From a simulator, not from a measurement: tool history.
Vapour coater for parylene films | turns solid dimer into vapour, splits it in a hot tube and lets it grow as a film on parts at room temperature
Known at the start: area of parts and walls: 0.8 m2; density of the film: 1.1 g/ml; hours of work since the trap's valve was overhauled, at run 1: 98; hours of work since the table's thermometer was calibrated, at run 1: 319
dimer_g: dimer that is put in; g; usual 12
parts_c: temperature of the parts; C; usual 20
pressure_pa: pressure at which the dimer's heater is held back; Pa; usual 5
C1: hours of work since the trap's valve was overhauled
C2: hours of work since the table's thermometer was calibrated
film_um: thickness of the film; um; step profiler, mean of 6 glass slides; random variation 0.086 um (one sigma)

Run 1, hour 0: usual settings; C1 98; C2 319. Result: film_um 9.65 um.
Run 2, hour 14: usual settings; C1 108; C2 329. Result: film_um 9.77 um.
Run 3, hour 29.2: usual settings; C1 120; C2 340. Result: film_um 9.87 um.
Run 4, hour 43.2: usual settings; C1 130; C2 351. Result: film_um 9.63 um.
Run 5, hour 56.1: usual settings; C1 140; C2 360. Result: film_um 9.49 um.
Run 6, hour 72.4: usual settings; C1 152; C2 373. Result: film_um 9.38 um.
Run 7, hour 87.1: usual settings; C1 163; C2 383. Result: film_um 9.34 um.
Run 8, hour 98.4: usual settings but parts_c 15 C; C1 171; C2 392. Result: film_um 10.44 um.
Run 9, hour 114: usual settings but parts_c 15 C; C1 183; C2 403. Result: film_um 10.3 um.
Run 10, hour 124.7: usual settings but parts_c 31 C; C1 191; C2 411. Result: film_um 7.35 um.
Run 11, hour 138.3: usual settings; C1 201; C2 421. Result: film_um 9.23 um.
Run 12, hour 151.3: usual settings; C1 210; C2 431. Result: film_um 9.23 um.
Run 13, hour 159.4: usual settings; C1 216; C2 437. Result: film_um 9.23 um.
Run 14, hour 173.2: usual settings; C1 227; C2 447. Result: film_um 9.16 um.
Run 15, hour 189.4: usual settings; C1 239; C2 459. Result: film_um 8.96 um.
Run 16, hour 205.3: usual settings; C1 250; C2 471. Result: film_um 8.88 um.
At hour 218.4: trap's valve overhauled.
Run 17, hour 223.9: usual settings; C1 4; C2 482. Result: film_um 10.45 um.
Run 18, hour 230.8: usual settings; C1 9; C2 487. Result: film_um 10.32 um.
Run 19, hour 246.2: usual settings; C1 21; C2 499. Result: film_um 10.28 um.
Run 20, hour 253: usual settings; C1 26; C2 504. Result: film_um 10.2 um.
Run 21, hour 268.8: usual settings; C1 37; C2 515. Result: film_um 10.08 um.
Run 22, hour 284.6: usual settings; C1 49; C2 527. Result: film_um 10.11 um.
Run 23, hour 295: usual settings; C1 57; C2 535. Result: film_um 9.99 um.
Run 24, hour 305.1: usual settings; C1 64; C2 542. Result: film_um 10.01 um.
Run 25, hour 321.3: usual settings but dimer_g 8 g, parts_c 19 C; C1 76; C2 554. Result: film_um 6.68 um.
Run 26, hour 336.4: usual settings but dimer_g 8 g, parts_c 19 C; C1 88; C2 565. Result: film_um 6.62 um.
Run 27, hour 350.1: usual settings but dimer_g 8 g, parts_c 19 C; C1 98; C2 576. Result: film_um 6.64 um.
Run 28, hour 361.4: usual settings but dimer_g 20 g, parts_c 19 C, pressure_pa 4.2 Pa; C1 106; C2 584. Result: film_um 16.96 um.
Run 29, hour 376.7: usual settings but dimer_g 5 g, parts_c 26 C, pressure_pa 10.99 Pa; C1 117; C2 595. Result: film_um 3.15 um.
Run 30, hour 388.7: usual settings but dimer_g 5 g, parts_c 26 C, pressure_pa 10.99 Pa; C1 126; C2 604. Result: film_um 3.16 um.
Run 31, hour 396.9: usual settings; C1 132; C2 610. Result: film_um 9.7 um.
Run 32, hour 408.8: usual settings; C1 141; C2 619. Result: film_um 9.38 um.
Run 33, hour 417.4: usual settings; C1 148; C2 625. Result: film_um 9.36 um.
Run 34, hour 431.7: usual settings but parts_c 17 C; C1 158; C2 636. Result: film_um 10.06 um.
Run 35, hour 448.4: usual settings but dimer_g 11 g, parts_c 29 C, pressure_pa 2.76 Pa; C1 171; C2 648. Result: film_um 7.74 um.
Run 36, hour 460.1: usual settings but dimer_g 10 g, pressure_pa 3.43 Pa; C1 179; C2 657. Result: film_um 8.12 um.
Run 37, hour 476: usual settings but parts_c 19 C, pressure_pa 2.18 Pa; C1 191; C2 669. Result: film_um 10.72 um.
Run 38, hour 490.5: usual settings but dimer_g 15 g, parts_c 19 C, pressure_pa 2.18 Pa; C1 202; C2 680. Result: film_um 13.27 um.
Run 39, hour 498.4: usual settings but pressure_pa 3.92 Pa; C1 208; C2 686. Result: film_um 9.32 um.
Run 40, hour 510.4: usual settings but parts_c 25 C, pressure_pa 2.47 Pa; C1 217; C2 694. Result: film_um 9.18 um.
Run 41, hour 526.5: usual settings but pressure_pa 3.91 Pa; C1 228; C2 706. Result: film_um 9.41 um.
Run 42, hour 534: usual settings but pressure_pa 3.91 Pa; C1 234; C2 712. Result: film_um 9.4 um.
Run 43, hour 541.2: usual settings but dimer_g 13 g, parts_c 14 C, pressure_pa 4.33 Pa; C1 239; C2 717. Result: film_um 11.19 um.
Run 44, hour 549.7: usual settings but dimer_g 13 g, parts_c 14 C, pressure_pa 4.33 Pa; C1 246; C2 724. Result: film_um 11.23 um.
At hour 568.4: trap's valve overhauled.
Run 45, hour 568.4: usual settings but parts_c 24 C; C1 0; C2 734. Result: film_um 9.41 um.
Run 46, hour 585: usual settings but parts_c 24 C; C1 12; C2 747. Result: film_um 9.5 um.
Run 47, hour 596.8: usual settings but parts_c 24 C; C1 21; C2 756. Result: film_um 9.34 um.

4 ways to go on from here, each from the tool as it stands after run 47. What would each give?
Run A, hour 608.1: usual settings but dimer_g 19 g, parts_c 13 C, pressure_pa 3.63 Pa; C1 29; C2 764. Result: film_um ?.
Run B, hour 608.1: usual settings but dimer_g 5 g; C1 29; C2 764. Result: film_um ?.
Run C, hour 608.1: usual settings but dimer_g 9 g, parts_c 24 C, pressure_pa 3.25 Pa; C1 29; C2 764. Result: film_um ?.
Run D, hour 608.1: usual settings but dimer_g 17 g, parts_c 24 C; C1 29; C2 764. Result: film_um ?.

run  film_um
  A    19.21
  B     4.17
  C     7.26
  D    13.32
Without the tool's hidden state the same runs would have given:
run  film_um
  A    19.76
  B     4.29
  C     7.47
  D     13.7
